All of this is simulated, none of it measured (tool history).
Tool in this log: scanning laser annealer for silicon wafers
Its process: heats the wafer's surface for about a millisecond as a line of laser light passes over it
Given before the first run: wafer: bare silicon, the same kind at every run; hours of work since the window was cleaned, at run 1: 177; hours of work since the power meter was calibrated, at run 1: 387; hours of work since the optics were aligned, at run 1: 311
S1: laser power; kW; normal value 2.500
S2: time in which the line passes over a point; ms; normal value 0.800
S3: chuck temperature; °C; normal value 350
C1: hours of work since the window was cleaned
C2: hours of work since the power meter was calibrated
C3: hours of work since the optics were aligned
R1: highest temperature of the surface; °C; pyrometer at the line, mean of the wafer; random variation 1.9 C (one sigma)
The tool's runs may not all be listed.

run 1 hour=0.0 | S1=2.500 S2=0.800 S3=350 | C1=177 C2=387 C3=311 | R1=1087
run 2 hour=57.4 | S1=2.500 S2=0.800 S3=350 | C1=204 C2=414 C3=338 | R1=1090
run 3 hour=149.1 | S1=2.500 S2=0.800 S3=368 | C1=247 C2=457 C3=381 | R1=1106
run 4 hour=230.1 | S1=2.500 S2=0.800 S3=368 | C1=286 C2=495 C3=419 | R1=1103
run 5 hour=310.7 | S1=2.500 S2=0.800 S3=377 | C1=324 C2=533 C3=457 | R1=1112
run 6 hour=376.6 | S1=2.500 S2=0.800 S3=377 | C1=355 C2=564 C3=488 | R1=1108
run 7 hour=438.9 | S1=2.500 S2=0.800 S3=377 | C1=384 C2=594 C3=517 | R1=1107
run 8 hour=500.3 | S1=2.500 S2=0.800 S3=358 | C1=413 C2=622 C3=546 | R1=1090
run 9 hour=582.9 | S1=2.500 S2=0.800 S3=358 | C1=452 C2=661 C3=585 | R1=1090
run 10 hour=659.2 | S1=2.500 S2=0.800 S3=358 | C1=488 C2=697 C3=621 | R1=1084
run 11 hour=751.1 | S1=2.500 S2=0.800 S3=358 | C1=531 C2=740 C3=664 | R1=1083
run 12 hour=836.4 | S1=2.500 S2=0.800 S3=358 | C1=571 C2=781 C3=704 | R1=1080
run 13 hour=913.0 | S1=2.500 S2=0.654 S3=358 | C1=607 C2=817 C3=741 | R1=1013
-- hour=925.6 optics aligned, line set to its width
run 14 hour=1004.1 | S1=2.500 S2=0.800 S3=350 | C1=647 C2=857 C3=37 | R1=1066
run 15 hour=1077.9 | S1=2.684 S2=0.800 S3=350 | C1=682 C2=892 C3=72 | R1=1127
run 16 hour=1144.7 | S1=2.500 S2=0.593 S3=350 | C1=714 C2=923 C3=103 | R1=969
run 17 hour=1211.3 | S1=2.500 S2=0.800 S3=350 | C1=745 C2=955 C3=134 | R1=1064
run 18 hour=1257.7 | S1=2.500 S2=0.800 S3=347 | C1=767 C2=977 C3=156 | R1=1063
-- hour=1272.7 window over the wafer cleaned
run 19 hour=1350.1 | S1=2.500 S2=0.800 S3=347 | C1=36 C2=1019 C3=199 | R1=1071
-- hour=1379.0 optics aligned, line set to its width, once more
run 20 hour=1445.0 | S1=2.500 S2=0.635 S3=350 | C1=79 C2=1061 C3=31 | R1=1016
run 21 hour=1500.7 | S1=2.299 S2=0.688 S3=310 | C1=105 C2=1088 C3=57 | R1=938
run 22 hour=1549.4 | S1=2.299 S2=0.688 S3=310 | C1=128 C2=1110 C3=80 | R1=935
run 23 hour=1627.1 | S1=2.188 S2=0.604 S3=343 | C1=164 C2=1147 C3=117 | R1=900
run 24 hour=1669.8 | S1=2.188 S2=0.604 S3=343 | C1=185 C2=1167 C3=137 | R1=895
run 25 hour=1761.1 | S1=2.188 S2=0.604 S3=343 | C1=227 C2=1210 C3=180 | R1=898
run 26 hour=1844.7 | S1=2.188 S2=0.604 S3=343 | C1=267 C2=1249 C3=219 | R1=898
run 27 hour=1910.8 | S1=2.491 S2=0.604 S3=343 | C1=298 C2=1281 C3=250 | R1=982
run 28 hour=1954.7 | S1=2.684 S2=0.958 S3=365 | C1=319 C2=1301 C3=271 | R1=1228
run 29 hour=2044.5 | S1=2.452 S2=0.665 S3=340 | C1=361 C2=1343 C3=313 | R1=995
run 30 hour=2115.4 | S1=2.500 S2=0.980 S3=350 | C1=394 C2=1377 C3=347 | R1=1157
run 31 hour=2197.9 | S1=2.605 S2=0.870 S3=362 | C1=433 C2=1416 C3=385 | R1=1160
run 32 hour=2291.2 | S1=2.323 S2=0.844 S3=320 | C1=477 C2=1460 C3=429 | R1=1007
run 33 hour=2373.3 | S1=2.531 S2=0.721 S3=343 | C1=516 C2=1498 C3=468 | R1=1045
run 34 hour=2432.7 | S1=2.531 S2=0.799 S3=384 | C1=543 C2=1526 C3=496 | R1=1119
run 35 hour=2486.7 | S1=2.531 S2=0.799 S3=384 | C1=569 C2=1552 C3=521 | R1=1118
run 36 hour=2549.6 | S1=2.531 S2=0.799 S3=384 | C1=599 C2=1581 C3=551 | R1=1118
run 37 hour=2596.4 | S1=2.531 S2=0.799 S3=384 | C1=621 C2=1603 C3=573 | R1=1120
run 38 hour=2686.0 | S1=2.500 S2=0.910 S3=318 | C1=663 C2=1645 C3=615 | R1=1085
run 39 hour=2756.5 | S1=2.500 S2=0.722 S3=379 | C1=696 C2=1679 C3=648 | R1=1062
run 40 hour=2798.8 | S1=2.500 S2=0.722 S3=342 | C1=716 C2=1698 C3=668 | R1=1025

Here are 3 independent what-if runs from the current tool condition. What would each one return?
run A hour=2839.6 | S1=2.644 S2=0.994 S3=350 | C1=735 C2=1718 C3=687 | R1=?
run B hour=2839.6 | S1=2.400 S2=0.800 S3=365 | C1=735 C2=1718 C3=687 | R1=?
run C hour=2839.6 | S1=2.500 S2=0.722 S3=366 | C1=735 C2=1718 C3=687 | R1=?

run=A R1=1194
run=B R1=1050
run=C R1=1046
The same runs, with their run-to-run variation unchanged, on a tool lacking any hidden condition would have given:
run=A R1=1239
run=B R1=1087
run=C R1=1083
